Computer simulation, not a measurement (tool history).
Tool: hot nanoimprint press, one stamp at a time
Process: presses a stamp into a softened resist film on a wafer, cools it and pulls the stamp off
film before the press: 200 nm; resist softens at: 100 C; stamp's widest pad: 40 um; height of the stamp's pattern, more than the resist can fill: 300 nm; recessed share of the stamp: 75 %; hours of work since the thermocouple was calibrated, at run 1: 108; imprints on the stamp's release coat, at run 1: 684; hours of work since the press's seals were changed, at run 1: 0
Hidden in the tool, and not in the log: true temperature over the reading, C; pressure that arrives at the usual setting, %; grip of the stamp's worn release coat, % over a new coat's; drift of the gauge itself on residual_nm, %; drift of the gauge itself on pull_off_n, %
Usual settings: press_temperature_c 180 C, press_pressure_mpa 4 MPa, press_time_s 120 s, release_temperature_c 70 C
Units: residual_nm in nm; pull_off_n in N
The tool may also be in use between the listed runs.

run	hour	press_temperature_c	press_pressure_mpa	press_time_s	release_temperature_c	hours of work since the thermocouple was calibrated	imprints on the stamp's release coat	hours of work since the press's seals were changed	residual_nm	pull_off_n
1	0	180	4	120	70	108	684	0	113.7	263
2	40.7	180	4	120	70	140	882	31	113.3	281
3	65.5	171	4	120	70	159	1003	51	153.1	284
4	90.8	180	4	120	66	178	1126	70	114.7	299
5	129.6	180	4	120	66	208	1315	100	114.6	322
6	154.5	180	4	120	66	227	1437	119	115	324
7	181.2	170	4	120	70	248	1567	140	158.3	315
8	203.8	170	4	120	70	265	1677	157	159.4	321
9	226	170	4	120	70	283	1785	174	159.1	316
# hour 233: plate thermocouple calibrated
10	256.4	180	4	102	70	18	1918	195	117.7	341
# hour 264.7: stamp cleaned and given a new release coat
11	304.5	180	4	120	69	50	194	228	113	250
12	339.4	180	3.08	120	69	77	364	255	127.5	245
13	361.2	180	4	120	70	94	471	272	113.7	246
14	406	180	4	120	70	129	689	306	113.2	262
15	439	181	2.52	120	70	154	850	332	135.6	267

Forecast run 16:
16	482.7	169	2.59	120	70	188	1063	365	?	?

Run 16 gave residual_nm 177.6 nm, pull_off_n 280 N.
Without the tool's hidden state the same run would have given residual_nm 176 nm, pull_off_n 225 N.
